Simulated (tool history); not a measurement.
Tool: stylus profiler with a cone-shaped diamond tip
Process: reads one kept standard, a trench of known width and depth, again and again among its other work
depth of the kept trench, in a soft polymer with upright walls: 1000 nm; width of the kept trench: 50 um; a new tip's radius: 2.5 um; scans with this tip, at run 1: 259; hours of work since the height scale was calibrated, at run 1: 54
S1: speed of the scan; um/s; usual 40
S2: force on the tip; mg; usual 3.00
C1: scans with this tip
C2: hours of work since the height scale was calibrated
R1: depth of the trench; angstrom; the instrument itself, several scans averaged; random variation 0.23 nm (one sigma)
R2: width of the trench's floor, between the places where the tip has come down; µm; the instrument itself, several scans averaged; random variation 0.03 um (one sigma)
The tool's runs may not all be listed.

{"run": 1, "hour": 0.0, "S1": 40, "S2": 3.0, "C1": 259, "C2": 54, "R1": 10076.5, "R2": 45.75}
{"run": 2, "hour": 29.8, "S1": 40, "S2": 3.0, "C1": 329, "C2": 69, "R1": 10080.5, "R2": 45.74}
{"run": 3, "hour": 46.6, "S1": 40, "S2": 3.0, "C1": 369, "C2": 77, "R1": 10081.8, "R2": 45.77}
{"run": 4, "hour": 64.6, "S1": 30, "S2": 3.0, "C1": 411, "C2": 86, "R1": 10079.5, "R2": 45.8}
{"run": 5, "hour": 79.2, "S1": 30, "S2": 3.0, "C1": 446, "C2": 93, "R1": 10082.5, "R2": 45.81}
{"run": 6, "hour": 105.1, "S1": 30, "S2": 3.0, "C1": 507, "C2": 106, "R1": 10084.1, "R2": 45.75}
{"run": 7, "hour": 129.1, "S1": 30, "S2": 3.0, "C1": 564, "C2": 118, "R1": 10080.8, "R2": 45.8}
{"run": 8, "hour": 150.6, "S1": 42, "S2": 3.0, "C1": 614, "C2": 128, "R1": 10079.6, "R2": 45.77}
{"run": 9, "hour": 175.5, "S1": 63, "S2": 3.0, "C1": 673, "C2": 140, "R1": 10081.3, "R2": 45.71}
{"run": 10, "hour": 190.6, "S1": 40, "S2": 3.0, "C1": 709, "C2": 148, "R1": 10083.0, "R2": 45.73}
{"run": 11, "hour": 220.7, "S1": 40, "S2": 3.0, "C1": 780, "C2": 163, "R1": 10085.6, "R2": 45.74}
{"run": 12, "hour": 243.4, "S1": 40, "S2": 3.0, "C1": 833, "C2": 174, "R1": 10081.8, "R2": 45.73}
{"run": 13, "hour": 256.1, "S1": 11, "S2": 4.08, "C1": 863, "C2": 180, "R1": 10103.0, "R2": 45.82}
{"run": 14, "hour": 286.1, "S1": 17, "S2": 1.78, "C1": 934, "C2": 195, "R1": 10062.2, "R2": 45.75}
{"hour": 288.6, "done": "height scale calibrated on a step standard"}
{"run": 15, "hour": 316.0, "S1": 11, "S2": 5.83, "C1": 1003, "C2": 13, "R1": 10132.0, "R2": 45.71}
{"run": 16, "hour": 339.5, "S1": 19, "S2": 2.56, "C1": 1059, "C2": 25, "R1": 10080.2, "R2": 45.74}
{"hour": 360.2, "done": "height scale calibrated on a step standard, once more"}
{"run": 17, "hour": 370.3, "S1": 40, "S2": 4.19, "C1": 1130, "C2": 5, "R1": 10096.5, "R2": 45.63}
{"run": 18, "hour": 400.2, "S1": 40, "S2": 1.69, "C1": 1201, "C2": 20, "R1": 10056.3, "R2": 45.64}
{"run": 19, "hour": 421.3, "S1": 91, "S2": 2.35, "C1": 1251, "C2": 30, "R1": 10070.9, "R2": 45.58}
{"run": 20, "hour": 440.9, "S1": 87, "S2": 6.91, "C1": 1297, "C2": 40, "R1": 10138.9, "R2": 45.65}
{"run": 21, "hour": 467.9, "S1": 102, "S2": 1.72, "C1": 1361, "C2": 53, "R1": 10057.9, "R2": 45.5}
{"run": 22, "hour": 481.1, "S1": 20, "S2": 3.0, "C1": 1392, "C2": 60, "R1": 10076.5, "R2": 45.72}
{"run": 23, "hour": 511.2, "S1": 20, "S2": 3.0, "C1": 1463, "C2": 74, "R1": 10080.3, "R2": 45.73}

3 ways to go on from here, each from the tool as it stands after run 23. What would each give?
{"run": "A", "hour": 525.9, "S1": 31, "S2": 2.07, "C1": 1498, "C2": 82, "R1": "?", "R2": "?"}
{"run": "B", "hour": 525.9, "S1": 20, "S2": 7.29, "C1": 1498, "C2": 82, "R1": "?", "R2": "?"}
{"run": "C", "hour": 525.9, "S1": 99, "S2": 3.52, "C1": 1498, "C2": 82, "R1": "?", "R2": "?"}

run=A R1=10061.0 R2=45.64
run=B R1=10146.7 R2=45.75
run=C R1=10090.1 R2=45.51
Without the tool's hidden state the same runs would have given:
run=A R1=10060.1 R2=45.92
run=B R1=10145.8 R2=46.03
run=C R1=10089.2 R2=45.80
